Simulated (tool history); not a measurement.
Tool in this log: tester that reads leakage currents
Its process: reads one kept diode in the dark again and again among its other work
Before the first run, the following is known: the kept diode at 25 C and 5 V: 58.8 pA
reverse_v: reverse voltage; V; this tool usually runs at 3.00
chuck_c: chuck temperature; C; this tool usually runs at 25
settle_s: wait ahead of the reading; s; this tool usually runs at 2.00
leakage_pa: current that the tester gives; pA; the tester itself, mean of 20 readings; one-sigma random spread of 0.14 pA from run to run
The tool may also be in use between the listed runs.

run	hour	reverse_v	chuck_c	settle_s	leakage_pa
1	0.0	3.00	25	2.00	43.46
2	51.5	3.00	22	2.00	34.82
3	87.8	3.00	22	2.00	35.09
4	117.5	3.00	25	2.00	43.46
5	167.7	3.00	21	2.00	32.32
6	201.9	3.00	21	2.00	32.18
7	233.3	3.00	25	3.73	43.51
8	283.4	3.00	25	3.73	43.26
9	312.7	3.00	25	2.00	43.41
10	352.3	3.00	25	2.00	43.79
11	415.7	3.00	25	2.00	43.57
12	453.6	19.73	21	0.77	101.18
13	495.4	3.70	44	0.77	181.97
14	553.8	4.31	28	2.00	67.20
15	582.7	4.31	28	2.00	67.59
16	636.6	4.31	28	2.00	67.20
17	684.1	1.75	60	1.78	309.27
18	739.9	1.80	50	1.69	172.19
19	802.6	4.50	50	4.55	296.00
20	859.4	1.57	50	7.36	158.55
21	885.9	1.57	50	7.36	158.61

Forecast each of these 3 alternatives for the next run:
A	927.9	1.57	43	0.34	?
B	927.9	1.57	43	0.34	?
C	927.9	8.57	25	0.42	?

run	leakage_pa
A	102.64
B	102.65
C	82.17
Without the tool's unlogged condition, the same runs would have read:
run	leakage_pa
A	102.59
B	102.60
C	82.05
